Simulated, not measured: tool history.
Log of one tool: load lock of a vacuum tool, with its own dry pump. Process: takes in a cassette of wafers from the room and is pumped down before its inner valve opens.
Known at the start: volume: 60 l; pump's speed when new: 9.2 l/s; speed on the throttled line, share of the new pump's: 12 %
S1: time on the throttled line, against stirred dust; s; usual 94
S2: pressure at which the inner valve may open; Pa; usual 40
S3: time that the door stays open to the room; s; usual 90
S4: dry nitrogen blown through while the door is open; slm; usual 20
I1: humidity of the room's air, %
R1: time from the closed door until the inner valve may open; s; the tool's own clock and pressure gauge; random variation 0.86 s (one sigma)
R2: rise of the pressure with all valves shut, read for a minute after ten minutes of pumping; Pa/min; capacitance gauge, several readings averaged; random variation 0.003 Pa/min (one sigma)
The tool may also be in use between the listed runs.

| run | day | S1 | S2 | S3 | S4 | I1 | R1 | R2 |
|---|---|---|---|---|---|---|---|---|
| 1 | 0.000 | 94 | 40 | 90 | 20 | 48.0 | 135.1 | 0.237 |
| 2 | 5.188 | 94 | 40 | 90 | 20 | 45.5 | 136.1 | 0.230 |
| 3 | 8.033 | 94 | 40 | 90 | 11 | 47.7 | 136.1 | 0.247 |
|  | 10.400 | door's seal changed, seat wiped |
| 4 | 12.817 | 94 | 40 | 90 | 11 | 41.3 | 135.9 | 0.046 |
| 5 | 15.158 | 94 | 40 | 90 | 20 | 45.0 | 135.0 | 0.042 |
| 6 | 18.904 | 94 | 40 | 90 | 20 | 46.7 | 136.2 | 0.039 |
| 7 | 22.250 | 155 | 40 | 90 | 20 | 42.9 | 188.8 | 0.032 |
| 8 | 24.371 | 155 | 40 | 90 | 20 | 46.5 | 191.1 | 0.036 |
| 9 | 29.362 | 155 | 40 | 90 | 20 | 45.1 | 186.7 | 0.039 |
| 10 | 34.629 | 155 | 36 | 90 | 20 | 42.0 | 189.7 | 0.031 |
| 11 | 38.262 | 155 | 36 | 130 | 20 | 45.0 | 189.6 | 0.046 |
| 12 | 42.812 | 162 | 40 | 90 | 20 | 46.4 | 193.7 | 0.046 |
| 13 | 46.500 | 94 | 58 | 90 | 20 | 47.0 | 131.8 | 0.046 |
| 14 | 50.967 | 94 | 58 | 90 | 20 | 45.7 | 134.4 | 0.050 |
| 15 | 54.900 | 94 | 32 | 57 | 16 | 43.2 | 137.1 | 0.038 |
| 16 | 59.383 | 74 | 72 | 109 | 4 | 42.7 | 114.9 | 0.087 |
| 17 | 63.521 | 105 | 72 | 213 | 4 | 48.3 | 143.4 | 0.149 |
| 18 | 66.629 | 103 | 63 | 90 | 5 | 46.3 | 141.0 | 0.082 |
| 19 | 70.917 | 94 | 40 | 28 | 4 | 43.4 | 136.6 | 0.043 |
| 20 | 74.304 | 94 | 40 | 145 | 4 | 42.1 | 138.3 | 0.103 |
| 21 | 79.496 | 74 | 80 | 145 | 25 | 48.3 | 114.4 | 0.057 |
| 22 | 82.125 | 94 | 28 | 32 | 20 | 45.5 | 139.5 | 0.035 |
| 23 | 85.462 | 94 | 64 | 32 | 11 | 43.2 | 134.0 | 0.041 |
| 24 | 89.496 | 94 | 29 | 90 | 13 | 46.1 | 140.3 | 0.065 |
| 25 | 93.558 | 94 | 29 | 90 | 13 | 43.0 | 137.8 | 0.061 |
| 26 | 96.562 | 94 | 29 | 90 | 13 | 45.2 | 140.0 | 0.069 |

Forecast each of these 4 alternatives for the next run:
| A | 98.967 | 94 | 40 | 90 | 40 | 43.7 | ? | ? |
| B | 98.967 | 49 | 30 | 90 | 5 | 43.8 | ? | ? |
| C | 98.967 | 94 | 29 | 98 | 12 | 41.6 | ? | ? |
| D | 98.967 | 150 | 40 | 90 | 20 | 45.4 | ? | ? |

| run | R1 | R2 |
|---|---|---|
| A | 137.3 | 0.038 |
| B | 99.5 | 0.081 |
| C | 140.2 | 0.065 |
| D | 187.9 | 0.058 |
Without the tool's hidden state the same runs would have given:
| run | R1 | R2 |
|---|---|---|
| A | 133.7 | 0.021 |
| B | 95.2 | 0.064 |
| C | 136.4 | 0.047 |
| D | 184.9 | 0.041 |
